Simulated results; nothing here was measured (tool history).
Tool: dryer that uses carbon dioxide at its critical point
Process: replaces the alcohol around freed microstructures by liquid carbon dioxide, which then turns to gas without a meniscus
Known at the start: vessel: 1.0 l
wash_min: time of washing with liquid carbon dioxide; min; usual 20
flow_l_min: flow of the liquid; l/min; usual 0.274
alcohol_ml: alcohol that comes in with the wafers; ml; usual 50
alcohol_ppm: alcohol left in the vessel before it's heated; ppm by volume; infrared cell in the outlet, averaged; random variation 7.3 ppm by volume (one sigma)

| run | day | wash_min | flow_l_min | alcohol_ml | alcohol_ppm |
|---|---|---|---|---|---|
| 1 | 0 | 20 | 0.274 | 50 | 431 |
| 2 | 1.054 | 20 | 0.274 | 50 | 429 |
| 3 | 2.633 | 20 | 0.274 | 50 | 453 |
| 4 | 3.775 | 20 | 0.274 | 50 | 448 |
| 5 | 5.146 | 20 | 0.323 | 50 | 245 |
| 6 | 6.688 | 20 | 0.323 | 50 | 252 |
| 7 | 8.3 | 28 | 0.274 | 50 | 147 |
| 8 | 9.125 | 28 | 0.274 | 50 | 146 |
| 9 | 10.883 | 28 | 0.274 | 50 | 153 |
| 10 | 12.6 | 28 | 0.274 | 50 | 166 |
| 11 | 14.242 | 29 | 0.274 | 55 | 158 |
| 12 | 15.05 | 24 | 0.458 | 63 | 105 |
| 13 | 16.762 | 16 | 0.268 | 63 | 1758 |
| 14 | 18.275 | 31 | 0.202 | 90 | 537 |
|  | 19.742 | purifier's bed changed |
| 15 | 19.929 | 27 | 0.326 | 20 | 14 |
| 16 | 21.321 | 26 | 0.415 | 66 | 14 |
| 17 | 22.792 | 26 | 0.38 | 66 | 34 |
| 18 | 24.104 | 20 | 0.274 | 27 | 312 |
| 19 | 25.212 | 20 | 0.274 | 27 | 316 |

Forecast run 20:
| 20 | 26.717 | 20 | 0.274 | 27 | ? |

alcohol_ppm: 326 ppm by volume
Without the tool's hidden state the same run would have given alcohol_ppm 197 ppm by volume.

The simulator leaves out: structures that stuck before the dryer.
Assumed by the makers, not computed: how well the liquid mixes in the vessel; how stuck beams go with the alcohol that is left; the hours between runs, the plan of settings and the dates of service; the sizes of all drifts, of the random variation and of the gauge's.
